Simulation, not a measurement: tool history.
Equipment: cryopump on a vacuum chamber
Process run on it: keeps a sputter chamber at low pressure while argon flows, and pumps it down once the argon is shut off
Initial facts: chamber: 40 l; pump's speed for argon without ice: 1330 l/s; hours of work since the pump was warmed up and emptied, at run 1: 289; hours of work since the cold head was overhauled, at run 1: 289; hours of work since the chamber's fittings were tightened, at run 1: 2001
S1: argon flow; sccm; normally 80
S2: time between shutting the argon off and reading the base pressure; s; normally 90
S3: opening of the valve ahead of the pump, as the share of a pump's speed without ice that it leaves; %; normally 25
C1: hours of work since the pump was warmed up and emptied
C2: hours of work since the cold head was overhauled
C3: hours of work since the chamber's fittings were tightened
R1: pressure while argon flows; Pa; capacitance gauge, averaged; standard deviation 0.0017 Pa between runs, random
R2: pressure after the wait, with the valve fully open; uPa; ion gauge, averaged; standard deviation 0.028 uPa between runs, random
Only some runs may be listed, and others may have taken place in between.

Run 1, hour 0: usual settings; C1 289; C2 289; C3 2001. Result: R1 0.4195 Pa, R2 1.99 uPa.
Run 2, hour 17.3: usual settings; C1 303; C2 303; C3 2015. Result: R1 0.4175 Pa, R2 2 uPa.
Run 3, hour 40.9: usual settings; C1 322; C2 322; C3 2034. Result: R1 0.4225 Pa, R2 2.14 uPa.
Run 4, hour 62.7: usual settings; C1 340; C2 340; C3 2052. Result: R1 0.4227 Pa, R2 2.05 uPa.
Run 5, hour 85.7: usual settings; C1 359; C2 359; C3 2071. Result: R1 0.4247 Pa, R2 2.08 uPa.
Run 6, hour 111.2: usual settings; C1 380; C2 380; C3 2092. Result: R1 0.4256 Pa, R2 2.05 uPa.
Run 7, hour 134.1: usual settings; C1 398; C2 398; C3 2110. Result: R1 0.426 Pa, R2 2.12 uPa.
Run 8, hour 149.8: usual settings; C1 411; C2 411; C3 2123. Result: R1 0.4242 Pa, R2 2.11 uPa.
At hour 162.7: leaking fittings of the chamber tightened, without venting.
Run 9, hour 174.1: usual settings; C1 429; C2 429; C3 9. Result: R1 0.4308 Pa, R2 1.38 uPa.
Run 10, hour 197.4: usual settings; C1 448; C2 448; C3 28. Result: R1 0.4287 Pa, R2 1.4 uPa.
Run 11, hour 211.5: usual settings; C1 460; C2 460; C3 40. Result: R1 0.43 Pa, R2 1.37 uPa.
Run 12, hour 223.7: usual settings; C1 470; C2 470; C3 50. Result: R1 0.429 Pa, R2 1.4 uPa.
Run 13, hour 247: usual settings but S3 59 %; C1 489; C2 489; C3 69. Result: R1 0.1954 Pa, R2 1.4 uPa.
Run 14, hour 265.3: usual settings but S3 59 %; C1 504; C2 504; C3 84. Result: R1 0.196 Pa, R2 1.37 uPa.
Run 15, hour 280.4: usual settings but S3 59 %; C1 516; C2 516; C3 96. Result: R1 0.1976 Pa, R2 1.44 uPa.
Run 16, hour 290.8: usual settings but S1 115 sccm, S2 62 s, S3 59 %; C1 525; C2 525; C3 105. Result: R1 0.2839 Pa, R2 1.89 uPa.
Run 17, hour 302.4: usual settings but S1 57 sccm, S2 246 s, S3 28 %; C1 534; C2 534; C3 114. Result: R1 0.2796 Pa, R2 0.72 uPa.
Run 18, hour 327.2: usual settings but S2 34 s, S3 41 %; C1 554; C2 554; C3 134. Result: R1 0.2751 Pa, R2 3.33 uPa.
Run 19, hour 337.7: usual settings but S1 53 sccm, S3 20 %; C1 563; C2 563; C3 143. Result: R1 0.3573 Pa, R2 1.46 uPa.
Run 20, hour 359.3: usual settings but S1 53 sccm, S3 20 %; C1 581; C2 581; C3 160. Result: R1 0.3583 Pa, R2 1.42 uPa.
Run 21, hour 384.2: usual settings but S1 53 sccm, S3 20 %; C1 601; C2 601; C3 181. Result: R1 0.3574 Pa, R2 1.41 uPa.
Run 22, hour 405.8: usual settings but S2 62 s, S3 20 %; C1 618; C2 618; C3 198. Result: R1 0.5387 Pa, R2 1.94 uPa.
Run 23, hour 421.5: usual settings but S1 38 sccm, S2 267 s, S3 17 %; C1 631; C2 631; C3 211. Result: R1 0.2987 Pa, R2 0.71 uPa.
Run 24, hour 435: usual settings but S1 38 sccm, S2 267 s, S3 17 %; C1 642; C2 642; C3 222. Result: R1 0.2983 Pa, R2 0.73 uPa.
At hour 447.4: pump warmed up, emptied and cooled again.
Run 25, hour 458.3: usual settings but S1 42 sccm, S2 73 s, S3 57 %; C1 9; C2 657; C3 237. Result: R1 0.0953 Pa, R2 1.65 uPa.

Measured minus without-hidden-state, run by run (identical run-to-run variation in each term; gauge scatter may differ):
Unlogged tool condition in this case: pump's speed, % of a pump's without ice; cold plate's temperature, K; leak into the chamber, uPa l/s; drift of the gauge itself on working_pa, %; drift of the gauge itself on base_upa, %.
run       R1     R2
  1  +0.0133  +0.71
  2  +0.0139  +0.72
  3   +0.015  +0.77
  4  +0.0158  +0.75
  5  +0.0168  +0.77
  6   +0.018  +0.77
  7  +0.0189   +0.8
  8  +0.0195  +0.81
  9  +0.0207  +0.05
 10  +0.0215  +0.06
 11  +0.0222  +0.07
 12  +0.0227  +0.07
 13  +0.0238  +0.08
 14  +0.0245  +0.08
 15  +0.0253  +0.09
 16  +0.0371   +0.1
 17  +0.0189   +0.1
 18  +0.0277  +0.11
 19  +0.0188  +0.12
 20  +0.0194  +0.12
 21  +0.0202  +0.14
 22  +0.0315  +0.14
 23  +0.0153  +0.15
 24  +0.0156  +0.16
 25  +0.0011  +0.08
